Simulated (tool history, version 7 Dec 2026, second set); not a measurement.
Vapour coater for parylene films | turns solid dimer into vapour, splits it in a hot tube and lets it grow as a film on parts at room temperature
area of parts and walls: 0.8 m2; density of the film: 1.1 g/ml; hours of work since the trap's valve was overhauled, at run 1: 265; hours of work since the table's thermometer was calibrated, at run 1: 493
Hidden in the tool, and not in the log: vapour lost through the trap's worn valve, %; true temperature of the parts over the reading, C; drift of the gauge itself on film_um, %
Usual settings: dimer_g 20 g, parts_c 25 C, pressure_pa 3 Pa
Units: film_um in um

run    hour  dimer_g  parts_c  pressure_pa  hours of work since the trap's valve was overhauled  hours of work since the table's thermometer was calibrated  film_um
  1       0       20       25            3                                                  265                                                         493    14.26
  2    21.4       20       25         4.66                                                  282                                                         510    12.84
  3      72       35       25            3                                                  322                                                         550     24.9
       88.2  -- trap's valve overhauled
  4   110.1       35       25            3                                                   17                                                         577    24.82
  5   152.6       35       25            3                                                   51                                                         610    24.98
  6   186.4       20       25          7.3                                                   78                                                         637    11.66
  7   235.7       36       25            3                                                  117                                                         676    25.56
  8   275.1       20       25            3                                                  148                                                         707    14.35
  9   321.3       20       25            3                                                  184                                                         744     14.2
 10   350.9       20       25            3                                                  208                                                         767    14.32
 11   396.8       20       25         6.58                                                  244                                                         803    11.98
 12     424       20       25         6.58                                                  265                                                         825    11.74
 13   446.2       20       25         6.58                                                  283                                                         842    11.96
 14   484.2       20       25        11.16                                                  313                                                         872    10.56
      510.6  -- trap's valve overhauled
 15   526.4       20       25         3.08                                                   12                                                         903    14.06
 16   560.5       20       25            3                                                   39                                                         930    14.17
 17   596.4       20       25         9.39                                                   68                                                         958    10.94
 18   622.4       20       25            3                                                   88                                                         978    14.34
 19   645.3       20       25            3                                                  106                                                         997    14.34
 20     666       20       25         7.88                                                  123                                                        1013    11.47
 21   687.1       20       25            3                                                  140                                                        1030    14.07
 22   721.9       20       25            3                                                  167                                                        1057     14.2
 23   746.8       20       25            3                                                  187                                                        1077    14.09
 24   790.6       20       25            3                                                  221                                                        1111    14.18
 25     828       20       25            3                                                  251                                                        1141    14.24
 26   869.7       20       26            3                                                  284                                                        1174    13.75
 27   896.2        8       19         3.09                                                  305                                                        1195     6.92
      933.9  -- trap's valve overhauled
      938.2  -- table's thermometer calibrated
 28   940.2        8       19         3.09                                                    4                                                           2     7.01
 29   976.8        8       19         3.09                                                   33                                                          30     6.94
 30  1002.6        8       19         5.55                                                   54                                                          51     6.11
 31  1031.7        8       19         5.55                                                   77                                                          74     6.12
 32  1075.2        8       19         3.59                                                  111                                                         108      6.7
 33  1102.5       30       17          7.9                                                  132                                                         130    22.66
 34  1149.4       30       17          7.9                                                  170                                                         167    22.62
 35  1170.7       11       17          4.4                                                  186                                                         184     9.47
 36  1196.4       11       17         9.37                                                  207                                                         204      7.9
 37  1235.9       11       17         9.37                                                  238                                                         235     7.85
 38  1266.9       32       30        11.53                                                  262                                                         260    14.15
 39  1304.9       32       25        11.53                                                  293                                                         290    16.84
 40  1345.8       32       25        11.53                                                  325                                                         322    16.77
     1356.7  -- trap's valve overhauled
 41  1393.1       33       17         2.46                                                   29                                                         357    32.56
 42    1438       33       26         2.46                                                   64                                                         392    23.62
 43    1476       33       22         3.68                                                   94                                                         422    24.79
 44  1506.4       15       21            3                                                  118                                                         446    12.13
 45  1529.6       15       21            3                                                  137                                                         464    12.17

Hidden state at the last listed run before each entry between runs and at the first one after, where it differs:
Between runs 3 and 4: trap's valve overhauled (hour 88.2)
  vapour lost through the trap's worn valve, %: 0.4 -> 0
Between runs 14 and 15: trap's valve overhauled (hour 510.6)
  vapour lost through the trap's worn valve, %: 0.4 -> 0
Between runs 27 and 28: trap's valve overhauled (hour 933.9); table's thermometer calibrated (hour 938.2)
  vapour lost through the trap's worn valve, %: 0.3 -> 0; true temperature of the parts over the reading, C: -0.03 -> 0
Between runs 40 and 41: trap's valve overhauled (hour 1356.7)
  vapour lost through the trap's worn valve, %: 0.4 -> 0
